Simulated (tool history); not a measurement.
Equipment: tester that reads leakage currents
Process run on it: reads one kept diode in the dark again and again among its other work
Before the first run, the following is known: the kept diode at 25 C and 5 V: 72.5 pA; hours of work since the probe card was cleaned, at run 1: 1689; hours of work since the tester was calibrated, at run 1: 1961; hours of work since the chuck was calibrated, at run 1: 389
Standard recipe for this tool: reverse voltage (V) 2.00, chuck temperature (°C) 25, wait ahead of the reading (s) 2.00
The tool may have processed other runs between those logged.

run    hour  reverse voltage (V)  chuck temperature (°C)  wait ahead of the reading (s)  hours of work since the probe card was cleaned  hours of work since the tester was calibrated  hours of work since the chuck was calibrated  current that the tester gives (pA)
  1     0.0                 2.00                      25                           2.00                                            1689                                           1961                                           389                               41.92
  2    84.7                 2.00                      25                           2.00                                            1738                                           2010                                           438                               41.83
  3   209.2                 2.00                      25                           2.00                                            1811                                           2083                                           510                               41.42
  4   339.7                 2.00                      25                           2.00                                            1886                                           2159                                           586                               41.22
  5   453.9                 2.00                      25                           2.00                                            1953                                           2225                                           653                               40.85
  6   524.8                 2.00                      25                           2.00                                            1994                                           2266                                           694                               40.68
  7   589.0                 2.00                      25                           7.19                                            2031                                           2303                                           731                               40.43
  8   682.1                 2.00                      25                           7.19                                            2085                                           2357                                           785                               40.37
  9   804.7                 3.14                      23                           0.54                                            2156                                           2429                                           856                               44.91
 10   916.3                 4.53                      25                           5.42                                            2221                                           2493                                           921                               66.42
 11  1019.4                 3.41                      29                           4.74                                            2281                                           2553                                           981                               77.96
     1030.0  -- chuck's temperature calibrated
 12  1095.3                 8.56                      36                           7.91                                            2324                                           2596                                            38                              242.60
 13  1169.6                12.92                      20                           0.81                                            2367                                           2639                                            81                               86.34
 14  1272.6                12.92                      20                           0.81                                            2427                                           2699                                           141                               86.50
 15  1346.2                 2.69                      25                           4.66                                            2470                                           2742                                           184                               44.73
     1405.1  -- tester calibrated
 16  1437.8                 2.69                      25                           4.66                                            2522                                             19                                           236                               45.08

Each row is a separate what-if for the run after 16, all from the same tool condition, not one after another. Results?
  A  1577.7                 2.00                      47                           9.68                                            2603                                            100                                           317                                   ?
  B  1577.7                13.73                      56                           2.00                                            2603                                            100                                           317                                   ?
  C  1577.7                 2.00                      25                           0.45                                            2603                                            100                                           317                                   ?

run  current that the tester gives (pA)
  A                              245.05
  B                             1613.18
  C                               37.41
The same runs, with their run-to-run variation unchanged, on a tool lacking any hidden condition would have given:
run  current that the tester gives (pA)
  A                              294.70
  B                             1917.93
  C                               42.42

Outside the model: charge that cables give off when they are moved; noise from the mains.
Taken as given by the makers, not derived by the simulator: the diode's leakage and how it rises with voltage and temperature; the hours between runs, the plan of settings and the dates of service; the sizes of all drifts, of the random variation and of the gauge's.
